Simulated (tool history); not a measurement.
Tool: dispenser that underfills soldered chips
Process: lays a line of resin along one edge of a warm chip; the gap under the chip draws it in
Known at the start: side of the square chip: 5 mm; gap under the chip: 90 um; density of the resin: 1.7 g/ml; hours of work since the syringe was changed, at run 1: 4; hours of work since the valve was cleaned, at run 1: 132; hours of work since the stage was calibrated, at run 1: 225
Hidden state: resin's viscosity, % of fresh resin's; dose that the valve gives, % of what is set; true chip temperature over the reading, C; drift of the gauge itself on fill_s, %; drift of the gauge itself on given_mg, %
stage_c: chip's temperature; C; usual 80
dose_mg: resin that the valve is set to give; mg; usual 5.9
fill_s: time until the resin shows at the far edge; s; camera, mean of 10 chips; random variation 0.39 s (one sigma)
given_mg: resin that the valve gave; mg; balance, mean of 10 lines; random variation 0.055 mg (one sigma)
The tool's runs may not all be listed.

| run | day | stage_c | dose_mg | hours of work since the syringe was changed | hours of work since the valve was cleaned | hours of work since the stage was calibrated | fill_s | given_mg |
|---|---|---|---|---|---|---|---|---|
| 1 | 0 | 80 | 5.9 | 4 | 132 | 225 | 30.3 | 5.55 |
|  | 0.358 | dispensing valve cleaned and set on the balance |
|  | 0.471 | new syringe of resin |
| 2 | 0.471 | 87 | 5.9 | 0 | 2 | 232 | 20.8 | 5.81 |
| 3 | 0.892 | 87 | 5.9 | 7 | 9 | 240 | 29.9 | 5.83 |
|  | 1.154 | new syringe of resin |
| 4 | 1.412 | 87 | 5.9 | 5 | 18 | 248 | 26.4 | 5.92 |
|  | 1.862 | new syringe of resin |
| 5 | 1.979 | 87 | 5.9 | 2 | 28 | 258 | 22.2 | 5.77 |
| 6 | 2.379 | 80 | 5.9 | 9 | 35 | 265 | 38.4 | 5.84 |
|  | 2.571 | new syringe of resin |
| 7 | 2.692 | 80 | 6.53 | 2 | 40 | 271 | 27.5 | 6.44 |
|  | 3.271 | new syringe of resin |
| 8 | 3.342 | 80 | 6.53 | 1 | 51 | 282 | 27.1 | 6.39 |
| 9 | 3.717 | 80 | 6.53 | 8 | 58 | 288 | 36 | 6.33 |
|  | 3.95 | new syringe of resin |
| 10 | 4.362 | 80 | 6.53 | 7 | 69 | 300 | 35.1 | 6.29 |
|  | 4.629 | new syringe of resin |
| 11 | 4.667 | 80 | 6.53 | 1 | 74 | 305 | 25.9 | 6.21 |
| 12 | 5.2 | 81 | 5.9 | 10 | 84 | 314 | 39.6 | 5.69 |
|  | 5.321 | new syringe of resin |
| 13 | 5.775 | 81 | 5.9 | 8 | 94 | 324 | 35.8 | 5.67 |
|  | 6.038 | new syringe of resin |
| 14 | 6.154 | 81 | 6.5 | 2 | 100 | 330 | 26 | 6.2 |
| 15 | 6.612 | 80 | 5.39 | 10 | 108 | 339 | 40.9 | 5.06 |
|  | 6.725 | new syringe of resin |
| 16 | 7.112 | 80 | 6.55 | 7 | 117 | 347 | 35.2 | 6.1 |
|  | 7.421 | new syringe of resin |
| 17 | 7.7 | 80 | 5.9 | 5 | 127 | 357 | 31.2 | 5.45 |
|  | 8.129 | new syringe of resin |
| 18 | 8.262 | 94 | 6.64 | 2 | 136 | 367 | 18.6 | 6.11 |
|  | 8.362 | dispensing valve cleaned and set on the balance |
|  | 8.871 | new syringe of resin |
| 19 | 8.871 | 84 | 7.19 | 0 | 9 | 377 | 21 | 7.12 |
| 20 | 9.308 | 88 | 7.13 | 8 | 16 | 384 | 27.3 | 7.06 |
|  | 9.562 | new syringe of resin |
| 21 | 9.9 | 70 | 7.54 | 6 | 27 | 395 | 43 | 7.35 |
|  | 10.275 | new syringe of resin |
| 22 | 10.483 | 68 | 5.9 | 4 | 37 | 405 | 42 | 5.78 |
| 23 | 10.921 | 88 | 6.86 | 11 | 44 | 412 | 33.8 | 6.52 |
|  | 10.983 | new syringe of resin |
| 24 | 11.483 | 86 | 6.25 | 9 | 54 | 422 | 31.6 | 5.94 |
|  | 11.679 | new syringe of resin |
| 25 | 11.858 | 70 | 5.24 | 3 | 60 | 428 | 39.7 | 5.09 |
| 26 | 12.212 | 70 | 5.24 | 9 | 67 | 435 | 53.5 | 5.05 |
|  | 12.379 | new syringe of resin |
| 27 | 12.85 | 70 | 5.24 | 8 | 78 | 446 | 51 | 5.05 |
|  | 13.062 | new syringe of resin |
| 28 | 13.133 | 88 | 6.94 | 1 | 82 | 450 | 20.8 | 6.62 |
| 29 | 13.592 | 88 | 6.94 | 9 | 90 | 458 | 29.8 | 6.66 |
|  | 13.733 | new syringe of resin |
| 30 | 13.925 | 88 | 6.94 | 3 | 96 | 464 | 22.2 | 6.44 |
| 31 | 14.292 | 91 | 7.03 | 10 | 103 | 470 | 26.7 | 6.72 |
|  | 14.433 | new syringe of resin |
| 32 | 14.875 | 71 | 6.71 | 8 | 113 | 481 | 46.3 | 6.29 |
|  | 15.104 | new syringe of resin |
| 33 | 15.458 | 83 | 7.31 | 6 | 123 | 491 | 30 | 6.89 |
|  | 15.817 | new syringe of resin |
| 34 | 15.988 | 73 | 7.04 | 3 | 132 | 500 | 33.5 | 6.43 |

Hidden state at the last listed run before each entry between runs and at the first one after, where it differs:
Between runs 1 and 2: dispensing valve cleaned and set on the balance (day 0.358); new syringe of resin (day 0.471)
  resin's viscosity, % of fresh resin's: 122.3 -> 101.6; dose that the valve gives, % of what is set: 93 -> 99.77; true chip temperature over the reading, C: 0.97 -> 1
  measured less the result without the state, fill_s: +5.2 -> -0.2 s; given_mg: -0.42 -> -0.01 mg
Between runs 3 and 4: new syringe of resin (day 1.154)
  resin's viscosity, % of fresh resin's: 146.3 -> 127.9; dose that the valve gives, % of what is set: 99.38 -> 98.94; true chip temperature over the reading, C: 1.03 -> 1.06
  measured less the result without the state, fill_s: +8.8 -> +5.2 s; given_mg: -0.03 -> -0.06 mg
Between runs 4 and 5: new syringe of resin (day 1.862)
  resin's viscosity, % of fresh resin's: 127.9 -> 109.7; dose that the valve gives, % of what is set: 98.94 -> 98.4; true chip temperature over the reading, C: 1.06 -> 1.1
  measured less the result without the state, fill_s: +5.2 -> +1.4 s; given_mg: -0.06 -> -0.09 mg
Between runs 6 and 7: new syringe of resin (day 2.571)
  resin's viscosity, % of fresh resin's: 154.9 -> 110.1; dose that the valve gives, % of what is set: 97.98 -> 97.71; true chip temperature over the reading, C: 1.12 -> 1.14
  measured less the result without the state, fill_s: +12.8 -> +1.8 s; given_mg: -0.12 -> -0.15 mg
Between runs 7 and 8: new syringe of resin (day 3.271)
  resin's viscosity, % of fresh resin's: 110.1 -> 106.4; dose that the valve gives, % of what is set: 97.71 -> 97.1; true chip temperature over the reading, C: 1.14 -> 1.18
  measured less the result without the state, fill_s: +1.8 -> +0.8 s; given_mg: -0.15 -> -0.19 mg
Between runs 9 and 10: new syringe of resin (day 3.95)
  resin's viscosity, % of fresh resin's: 146.9 -> 145; dose that the valve gives, % of what is set: 96.76 -> 96.13; true chip temperature over the reading, C: 1.21 -> 1.25
  measured less the result without the state, fill_s: +10.7 -> +10 s; given_mg: -0.21 -> -0.25 mg
Between runs 10 and 11: new syringe of resin (day 4.629)
  resin's viscosity, % of fresh resin's: 145 -> 104.2; dose that the valve gives, % of what is set: 96.13 -> 95.81; true chip temperature over the reading, C: 1.25 -> 1.27
  measured less the result without the state, fill_s: +10 -> +0.2 s; given_mg: -0.25 -> -0.28 mg
Between runs 12 and 13: new syringe of resin (day 5.321)
  resin's viscosity, % of fresh resin's: 165 -> 150.2; dose that the valve gives, % of what is set: 95.32 -> 94.79; true chip temperature over the reading, C: 1.31 -> 1.34
  measured less the result without the state, fill_s: +14.9 -> +11.3 s; given_mg: -0.28 -> -0.3 mg
Between runs 13 and 14: new syringe of resin (day 6.038)
  resin's viscosity, % of fresh resin's: 150.2 -> 110.8; dose that the valve gives, % of what is set: 94.79 -> 94.44; true chip temperature over the reading, C: 1.34 -> 1.37
  measured less the result without the state, fill_s: +11.3 -> +1.7 s; given_mg: -0.3 -> -0.37 mg
Between runs 15 and 16: new syringe of resin (day 6.725)
  resin's viscosity, % of fresh resin's: 164.3 -> 142.8; dose that the valve gives, % of what is set: 94.01 -> 93.59; true chip temperature over the reading, C: 1.4 -> 1.43
  measured less the result without the state, fill_s: +15.6 -> +9.7 s; given_mg: -0.32 -> -0.41 mg
Between runs 16 and 17: new syringe of resin (day 7.421)
  resin's viscosity, % of fresh resin's: 142.8 -> 127.7; dose that the valve gives, % of what is set: 93.59 -> 93.08; true chip temperature over the reading, C: 1.43 -> 1.46
  measured less the result without the state, fill_s: +9.7 -> +6 s; given_mg: -0.41 -> -0.41 mg
Between runs 17 and 18: new syringe of resin (day 8.129)
  resin's viscosity, % of fresh resin's: 127.7 -> 111.7; dose that the valve gives, % of what is set: 93.08 -> 92.64; true chip temperature over the reading, C: 1.46 -> 1.5
  measured less the result without the state, fill_s: +6 -> +1.4 s; given_mg: -0.41 -> -0.49 mg
Between runs 18 and 19: dispensing valve cleaned and set on the balance (day 8.362); new syringe of resin (day 8.871)
  resin's viscosity, % of fresh resin's: 111.7 -> 98.2; dose that the valve gives, % of what is set: 92.64 -> 99.42; true chip temperature over the reading, C: 1.5 -> 1.53
  measured less the result without the state, fill_s: +1.4 -> -1.3 s; given_mg: -0.49 -> -0.04 mg
Between runs 20 and 21: new syringe of resin (day 9.562)
  resin's viscosity, % of fresh resin's: 143 -> 132.9; dose that the valve gives, % of what is set: 99 -> 98.42; true chip temperature over the reading, C: 1.56 -> 1.6
  measured less the result without the state, fill_s: +7.5 -> +9.1 s; given_mg: -0.07 -> -0.12 mg
Between runs 21 and 22: new syringe of resin (day 10.275)
  resin's viscosity, % of fresh resin's: 132.9 -> 121.1; dose that the valve gives, % of what is set: 98.42 -> 97.89; true chip temperature over the reading, C: 1.6 -> 1.64
  measured less the result without the state, fill_s: +9.1 -> +5.6 s; given_mg: -0.12 -> -0.13 mg
Between runs 23 and 24: new syringe of resin (day 10.983)
  resin's viscosity, % of fresh resin's: 176.6 -> 155.5; dose that the valve gives, % of what is set: 97.48 -> 96.91; true chip temperature over the reading, C: 1.67 -> 1.71
  measured less the result without the state, fill_s: +13.8 -> +10.4 s; given_mg: -0.17 -> -0.19 mg
Between runs 24 and 25: new syringe of resin (day 11.679)
  resin's viscosity, % of fresh resin's: 155.5 -> 117.5; dose that the valve gives, % of what is set: 96.91 -> 96.59; true chip temperature over the reading, C: 1.71 -> 1.73
  measured less the result without the state, fill_s: +10.4 -> +4.5 s; given_mg: -0.19 -> -0.18 mg
Between runs 26 and 27: new syringe of resin (day 12.379)
  resin's viscosity, % of fresh resin's: 159.1 -> 152.4; dose that the valve gives, % of what is set: 96.28 -> 95.72; true chip temperature over the reading, C: 1.75 -> 1.8
  measured less the result without the state, fill_s: +18.6 -> +16.1 s; given_mg: -0.19 -> -0.22 mg
Between runs 27 and 28: new syringe of resin (day 13.062)
  resin's viscosity, % of fresh resin's: 152.4 -> 107.1; dose that the valve gives, % of what is set: 95.72 -> 95.47; true chip temperature over the reading, C: 1.8 -> 1.81
  measured less the result without the state, fill_s: +16.1 -> +0.5 s; given_mg: -0.22 -> -0.32 mg
Between runs 29 and 30: new syringe of resin (day 13.733)
  resin's viscosity, % of fresh resin's: 158.7 -> 116.8; dose that the valve gives, % of what is set: 95.03 -> 94.74; true chip temperature over the reading, C: 1.84 -> 1.87
  measured less the result without the state, fill_s: +10.1 -> +2.2 s; given_mg: -0.35 -> -0.36 mg
Between runs 31 and 32: new syringe of resin (day 14.433)
  resin's viscosity, % of fresh resin's: 159.6 -> 146.6; dose that the valve gives, % of what is set: 94.44 -> 93.89; true chip temperature over the reading, C: 1.89 -> 1.93
  measured less the result without the state, fill_s: +9.5 -> +12.8 s; given_mg: -0.39 -> -0.41 mg
Between runs 32 and 33: new syringe of resin (day 15.104)
  resin's viscosity, % of fresh resin's: 146.6 -> 135; dose that the valve gives, % of what is set: 93.89 -> 93.34; true chip temperature over the reading, C: 1.93 -> 1.96
  measured less the result without the state, fill_s: +12.8 -> +6.6 s; given_mg: -0.41 -> -0.48 mg
Between runs 33 and 34: new syringe of resin (day 15.817)
  resin's viscosity, % of fresh resin's: 135 -> 115.6; dose that the valve gives, % of what is set: 93.34 -> 92.83; true chip temperature over the reading, C: 1.96 -> 2
  measured less the result without the state, fill_s: +6.6 -> +2.8 s; given_mg: -0.48 -> -0.51 mg
